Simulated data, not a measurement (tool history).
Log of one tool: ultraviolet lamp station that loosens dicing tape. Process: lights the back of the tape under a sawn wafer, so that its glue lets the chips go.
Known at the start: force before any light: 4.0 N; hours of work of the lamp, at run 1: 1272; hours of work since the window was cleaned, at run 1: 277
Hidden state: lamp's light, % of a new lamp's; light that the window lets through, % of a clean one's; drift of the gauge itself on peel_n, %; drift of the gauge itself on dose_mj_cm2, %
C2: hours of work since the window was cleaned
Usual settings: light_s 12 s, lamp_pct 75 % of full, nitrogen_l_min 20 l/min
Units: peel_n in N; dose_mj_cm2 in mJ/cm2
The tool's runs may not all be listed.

{"run": 1, "day": 0.0, "light_s": 12, "lamp_pct": 75, "nitrogen_l_min": 20, "hours of work of the lamp": 1272, "C2": 277, "peel_n": 0.928, "dose_mj_cm2": 254}
{"run": 2, "day": 3.688, "light_s": 12, "lamp_pct": 75, "nitrogen_l_min": 20, "hours of work of the lamp": 1334, "C2": 338, "peel_n": 0.963, "dose_mj_cm2": 246}
{"run": 3, "day": 7.621, "light_s": 12, "lamp_pct": 75, "nitrogen_l_min": 20, "hours of work of the lamp": 1400, "C2": 404, "peel_n": 0.981, "dose_mj_cm2": 241}
{"run": 4, "day": 10.054, "light_s": 8, "lamp_pct": 75, "nitrogen_l_min": 20, "hours of work of the lamp": 1441, "C2": 445, "peel_n": 1.566, "dose_mj_cm2": 156}
{"run": 5, "day": 13.779, "light_s": 12, "lamp_pct": 75, "nitrogen_l_min": 11, "hours of work of the lamp": 1503, "C2": 508, "peel_n": 1.371, "dose_mj_cm2": 232}
{"run": 6, "day": 15.6, "light_s": 12, "lamp_pct": 75, "nitrogen_l_min": 11, "hours of work of the lamp": 1534, "C2": 538, "peel_n": 1.342, "dose_mj_cm2": 225}
{"run": 7, "day": 18.767, "light_s": 12, "lamp_pct": 75, "nitrogen_l_min": 7, "hours of work of the lamp": 1587, "C2": 591, "peel_n": 1.615, "dose_mj_cm2": 224}
{"run": 8, "day": 22.596, "light_s": 12, "lamp_pct": 75, "nitrogen_l_min": 7, "hours of work of the lamp": 1651, "C2": 655, "peel_n": 1.625, "dose_mj_cm2": 213}
{"day": 23.542, "done": "window cleaned of glue's vapour"}
{"run": 9, "day": 25.058, "light_s": 12, "lamp_pct": 88, "nitrogen_l_min": 7, "hours of work of the lamp": 1692, "C2": 25, "peel_n": 1.281, "dose_mj_cm2": 279}
{"run": 10, "day": 27.538, "light_s": 12, "lamp_pct": 75, "nitrogen_l_min": 22, "hours of work of the lamp": 1734, "C2": 67, "peel_n": 0.999, "dose_mj_cm2": 237}
{"run": 11, "day": 30.083, "light_s": 12, "lamp_pct": 75, "nitrogen_l_min": 22, "hours of work of the lamp": 1776, "C2": 110, "peel_n": 0.968, "dose_mj_cm2": 233}
{"day": 32.7, "done": "lamp changed"}
{"run": 12, "day": 33.646, "light_s": 12, "lamp_pct": 75, "nitrogen_l_min": 22, "hours of work of the lamp": 16, "C2": 169, "peel_n": 0.56, "dose_mj_cm2": 345}
{"run": 13, "day": 35.788, "light_s": 12, "lamp_pct": 75, "nitrogen_l_min": 22, "hours of work of the lamp": 52, "C2": 205, "peel_n": 0.554, "dose_mj_cm2": 344}
{"run": 14, "day": 39.112, "light_s": 12, "lamp_pct": 75, "nitrogen_l_min": 22, "hours of work of the lamp": 108, "C2": 260, "peel_n": 0.589, "dose_mj_cm2": 334}
{"run": 15, "day": 42.55, "light_s": 12, "lamp_pct": 75, "nitrogen_l_min": 22, "hours of work of the lamp": 165, "C2": 318, "peel_n": 0.625, "dose_mj_cm2": 334}
{"run": 16, "day": 44.592, "light_s": 12, "lamp_pct": 68, "nitrogen_l_min": 20, "hours of work of the lamp": 199, "C2": 352, "peel_n": 0.744, "dose_mj_cm2": 298}
{"run": 17, "day": 47.017, "light_s": 12, "lamp_pct": 75, "nitrogen_l_min": 20, "hours of work of the lamp": 240, "C2": 393, "peel_n": 0.677, "dose_mj_cm2": 319}
{"run": 18, "day": 49.629, "light_s": 12, "lamp_pct": 75, "nitrogen_l_min": 20, "hours of work of the lamp": 284, "C2": 437, "peel_n": 0.673, "dose_mj_cm2": 317}
{"run": 19, "day": 52.754, "light_s": 12, "lamp_pct": 75, "nitrogen_l_min": 20, "hours of work of the lamp": 336, "C2": 489, "peel_n": 0.734, "dose_mj_cm2": 305}
{"run": 20, "day": 54.562, "light_s": 12, "lamp_pct": 90, "nitrogen_l_min": 20, "hours of work of the lamp": 367, "C2": 519, "peel_n": 0.536, "dose_mj_cm2": 366}
{"run": 21, "day": 58.333, "light_s": 12, "lamp_pct": 75, "nitrogen_l_min": 20, "hours of work of the lamp": 430, "C2": 583, "peel_n": 0.736, "dose_mj_cm2": 297}

The next listed run, before its measurement:
{"run": 22, "day": 60.529, "light_s": 12, "lamp_pct": 75, "nitrogen_l_min": 20, "hours of work of the lamp": 467, "C2": 620, "peel_n": "?", "dose_mj_cm2": "?"}

{"run 22": {"peel_n": 0.764, "dose_mj_cm2": 291}}
Without the tool's hidden state the same run would have given peel_n 0.552 N, dose_mj_cm2 360 mJ/cm2.
